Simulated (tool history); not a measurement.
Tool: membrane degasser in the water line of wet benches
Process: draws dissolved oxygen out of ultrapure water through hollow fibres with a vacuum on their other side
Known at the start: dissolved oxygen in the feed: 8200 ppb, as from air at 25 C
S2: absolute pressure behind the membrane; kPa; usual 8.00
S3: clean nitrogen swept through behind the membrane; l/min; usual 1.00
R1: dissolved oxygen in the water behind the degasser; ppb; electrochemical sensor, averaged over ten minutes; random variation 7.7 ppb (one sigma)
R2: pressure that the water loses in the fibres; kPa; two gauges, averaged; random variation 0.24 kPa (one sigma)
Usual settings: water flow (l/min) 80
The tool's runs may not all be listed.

run 1 hour=0.0 | water_flow_(l/min)=80 S2=8.00 S3=1.00 | R1=837.3 R2=64.92
run 2 hour=155.2 | water_flow_(l/min)=55 S2=8.00 S3=1.00 | R1=582.9 R2=44.94
run 3 hour=312.2 | water_flow_(l/min)=87 S2=8.00 S3=1.00 | R1=901.5 R2=70.99
run 4 hour=519.0 | water_flow_(l/min)=87 S2=8.00 S3=1.00 | R1=875.8 R2=71.08
-- hour=680.7 vacuum gauge calibrated
run 5 hour=689.7 | water_flow_(l/min)=105 S2=8.00 S3=1.00 | R1=1053.8 R2=85.44
run 6 hour=881.7 | water_flow_(l/min)=80 S2=7.32 S3=1.00 | R1=764.4 R2=65.63
run 7 hour=1055.6 | water_flow_(l/min)=80 S2=8.00 S3=1.32 | R1=734.6 R2=65.35
run 8 hour=1314.3 | water_flow_(l/min)=80 S2=8.00 S3=1.00 | R1=838.3 R2=65.13
run 9 hour=1511.2 | water_flow_(l/min)=80 S2=17.04 S3=1.00 | R1=1775.9 R2=65.44
run 10 hour=1627.6 | water_flow_(l/min)=80 S2=17.04 S3=1.00 | R1=1795.7 R2=64.90
run 11 hour=1843.1 | water_flow_(l/min)=80 S2=17.04 S3=1.00 | R1=1749.9 R2=65.55
run 12 hour=1966.6 | water_flow_(l/min)=80 S2=8.00 S3=1.00 | R1=853.7 R2=65.29
-- hour=2037.8 vacuum gauge calibrated, once more
run 13 hour=2147.2 | water_flow_(l/min)=80 S2=8.00 S3=1.00 | R1=810.3 R2=65.08
run 14 hour=2311.4 | water_flow_(l/min)=80 S2=8.00 S3=1.00 | R1=820.9 R2=65.17
run 15 hour=2500.2 | water_flow_(l/min)=80 S2=8.49 S3=1.00 | R1=893.1 R2=65.82
run 16 hour=2736.4 | water_flow_(l/min)=80 S2=8.49 S3=1.00 | R1=878.8 R2=65.48
run 17 hour=2856.6 | water_flow_(l/min)=112 S2=17.93 S3=1.60 | R1=1819.5 R2=91.70
run 18 hour=3102.7 | water_flow_(l/min)=112 S2=17.93 S3=1.60 | R1=1837.6 R2=91.62
run 19 hour=3299.7 | water_flow_(l/min)=80 S2=8.00 S3=0.41 | R1=1174.6 R2=65.51
run 20 hour=3414.0 | water_flow_(l/min)=59 S2=12.94 S3=0.88 | R1=1160.0 R2=48.44
run 21 hour=3583.6 | water_flow_(l/min)=101 S2=6.88 S3=0.52 | R1=1073.3 R2=83.30
run 22 hour=3791.4 | water_flow_(l/min)=80 S2=5.21 S3=1.00 | R1=497.9 R2=66.28
run 23 hour=4047.0 | water_flow_(l/min)=105 S2=5.23 S3=0.45 | R1=817.3 R2=86.56
run 24 hour=4240.5 | water_flow_(l/min)=53 S2=9.19 S3=0.55 | R1=942.4 R2=43.51
run 25 hour=4356.9 | water_flow_(l/min)=126 S2=9.19 S3=0.55 | R1=1693.8 R2=103.96
run 26 hour=4536.0 | water_flow_(l/min)=113 S2=8.00 S3=0.71 | R1=1252.0 R2=93.04

The next listed run, before its measurement:
run 27 hour=4806.9 | water_flow_(l/min)=113 S2=18.38 S3=0.50 | R1=? R2=?

{"run 27": {"R1": 3150.4, "R2": 93.26}}
Without the tool's hidden state the same run would have given R1 3124.7 ppb, R2 89.42 kPa.
